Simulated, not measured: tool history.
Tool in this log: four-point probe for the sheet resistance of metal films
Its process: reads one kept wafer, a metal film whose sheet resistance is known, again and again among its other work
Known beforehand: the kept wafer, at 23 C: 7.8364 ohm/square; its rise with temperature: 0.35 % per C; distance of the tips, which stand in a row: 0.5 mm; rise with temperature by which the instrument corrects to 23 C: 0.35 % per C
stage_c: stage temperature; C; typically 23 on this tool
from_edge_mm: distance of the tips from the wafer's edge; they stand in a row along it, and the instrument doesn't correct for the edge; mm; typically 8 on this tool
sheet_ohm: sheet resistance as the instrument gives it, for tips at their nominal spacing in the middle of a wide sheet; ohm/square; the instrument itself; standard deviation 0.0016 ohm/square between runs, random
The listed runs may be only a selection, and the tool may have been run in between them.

{"run": 1, "hour": 0.0, "stage_c": 23, "from_edge_mm": 8, "sheet_ohm": 7.912708}
{"run": 2, "hour": 51.9, "stage_c": 29, "from_edge_mm": 8, "sheet_ohm": 7.908504}
{"run": 3, "hour": 118.3, "stage_c": 23, "from_edge_mm": 8, "sheet_ohm": 7.91452}
{"run": 4, "hour": 226.8, "stage_c": 23, "from_edge_mm": 8, "sheet_ohm": 7.919991}
{"run": 5, "hour": 292.8, "stage_c": 23, "from_edge_mm": 8, "sheet_ohm": 7.920354}
{"run": 6, "hour": 375.6, "stage_c": 23, "from_edge_mm": 8, "sheet_ohm": 7.923782}
{"hour": 415.9, "done": "new probe head fitted"}
{"run": 7, "hour": 448.0, "stage_c": 30, "from_edge_mm": 8, "sheet_ohm": 7.842005}
{"run": 8, "hour": 514.4, "stage_c": 30, "from_edge_mm": 8, "sheet_ohm": 7.845329}
{"run": 9, "hour": 613.8, "stage_c": 30, "from_edge_mm": 8, "sheet_ohm": 7.848427}
{"run": 10, "hour": 712.3, "stage_c": 31, "from_edge_mm": 8, "sheet_ohm": 7.849303}
{"run": 11, "hour": 824.0, "stage_c": 31, "from_edge_mm": 8, "sheet_ohm": 7.853067}
{"run": 12, "hour": 912.6, "stage_c": 31, "from_edge_mm": 8, "sheet_ohm": 7.855607}
{"run": 13, "hour": 958.4, "stage_c": 30, "from_edge_mm": 8, "sheet_ohm": 7.854318}
{"run": 14, "hour": 1011.1, "stage_c": 23, "from_edge_mm": 8, "sheet_ohm": 7.859113}
{"run": 15, "hour": 1113.3, "stage_c": 23, "from_edge_mm": 8, "sheet_ohm": 7.862444}
{"run": 16, "hour": 1200.0, "stage_c": 23, "from_edge_mm": 8, "sheet_ohm": 7.86065}
{"run": 17, "hour": 1301.9, "stage_c": 23, "from_edge_mm": 8, "sheet_ohm": 7.869199}
{"run": 18, "hour": 1371.5, "stage_c": 23, "from_edge_mm": 8, "sheet_ohm": 7.869359}
{"hour": 1465.1, "done": "stage's thermometer calibrated"}
{"run": 19, "hour": 1465.1, "stage_c": 23, "from_edge_mm": 8, "sheet_ohm": 7.843262}
{"run": 20, "hour": 1532.5, "stage_c": 20, "from_edge_mm": 8, "sheet_ohm": 7.845458}
{"run": 21, "hour": 1595.3, "stage_c": 20, "from_edge_mm": 8, "sheet_ohm": 7.848852}
{"run": 22, "hour": 1685.6, "stage_c": 20, "from_edge_mm": 5, "sheet_ohm": 7.875995}
{"run": 23, "hour": 1734.0, "stage_c": 20, "from_edge_mm": 5, "sheet_ohm": 7.876479}
{"run": 24, "hour": 1785.7, "stage_c": 20, "from_edge_mm": 5, "sheet_ohm": 7.878583}
{"run": 25, "hour": 1837.6, "stage_c": 27, "from_edge_mm": 4, "sheet_ohm": 7.897747}
{"run": 26, "hour": 1946.4, "stage_c": 35, "from_edge_mm": 4, "sheet_ohm": 7.897982}
{"run": 27, "hour": 2008.5, "stage_c": 26, "from_edge_mm": 24, "sheet_ohm": 7.84151}
{"run": 28, "hour": 2060.3, "stage_c": 19, "from_edge_mm": 24, "sheet_ohm": 7.845109}
{"run": 29, "hour": 2151.7, "stage_c": 34, "from_edge_mm": 28, "sheet_ohm": 7.838679}
{"run": 30, "hour": 2220.5, "stage_c": 22, "from_edge_mm": 48, "sheet_ohm": 7.848965}
{"run": 31, "hour": 2310.5, "stage_c": 22, "from_edge_mm": 11, "sheet_ohm": 7.859519}
{"run": 32, "hour": 2365.4, "stage_c": 20, "from_edge_mm": 58, "sheet_ohm": 7.849332}
{"run": 33, "hour": 2458.9, "stage_c": 20, "from_edge_mm": 45, "sheet_ohm": 7.852797}
{"run": 34, "hour": 2543.6, "stage_c": 20, "from_edge_mm": 45, "sheet_ohm": 7.853228}
{"run": 35, "hour": 2654.9, "stage_c": 20, "from_edge_mm": 45, "sheet_ohm": 7.858365}
{"run": 36, "hour": 2731.9, "stage_c": 21, "from_edge_mm": 4, "sheet_ohm": 7.922662}
{"run": 37, "hour": 2790.5, "stage_c": 21, "from_edge_mm": 4, "sheet_ohm": 7.926533}
{"run": 38, "hour": 2894.4, "stage_c": 34, "from_edge_mm": 7, "sheet_ohm": 7.878067}
{"run": 39, "hour": 2986.6, "stage_c": 26, "from_edge_mm": 4, "sheet_ohm": 7.930254}
{"run": 40, "hour": 3074.0, "stage_c": 23, "from_edge_mm": 26, "sheet_ohm": 7.867219}
{"run": 41, "hour": 3166.2, "stage_c": 30, "from_edge_mm": 61, "sheet_ohm": 7.865247}
{"run": 42, "hour": 3234.3, "stage_c": 30, "from_edge_mm": 61, "sheet_ohm": 7.864498}
{"run": 43, "hour": 3308.0, "stage_c": 30, "from_edge_mm": 61, "sheet_ohm": 7.866471}
{"run": 44, "hour": 3401.6, "stage_c": 34, "from_edge_mm": 4, "sheet_ohm": 7.931173}
{"run": 45, "hour": 3514.2, "stage_c": 20, "from_edge_mm": 3, "sheet_ohm": 7.993533}

4 options for the next run, each taken on its own from the tool as it stands now. Forecast them:
{"run": "A", "hour": 3602.8, "stage_c": 32, "from_edge_mm": 8, "sheet_ohm": "?"}
{"run": "B", "hour": 3602.8, "stage_c": 34, "from_edge_mm": 38, "sheet_ohm": "?"}
{"run": "C", "hour": 3602.8, "stage_c": 33, "from_edge_mm": 5, "sheet_ohm": "?"}
{"run": "D", "hour": 3602.8, "stage_c": 24, "from_edge_mm": 22, "sheet_ohm": "?"}

run=A sheet_ohm=7.891582
run=B sheet_ohm=7.874034
run=C sheet_ohm=7.915925
run=D sheet_ohm=7.880103
With the hidden condition removed and each run's random variation left untouched, the same runs would have given:
run=A sheet_ohm=7.849567
run=B sheet_ohm=7.832148
run=C sheet_ohm=7.87381
run=D sheet_ohm=7.837971
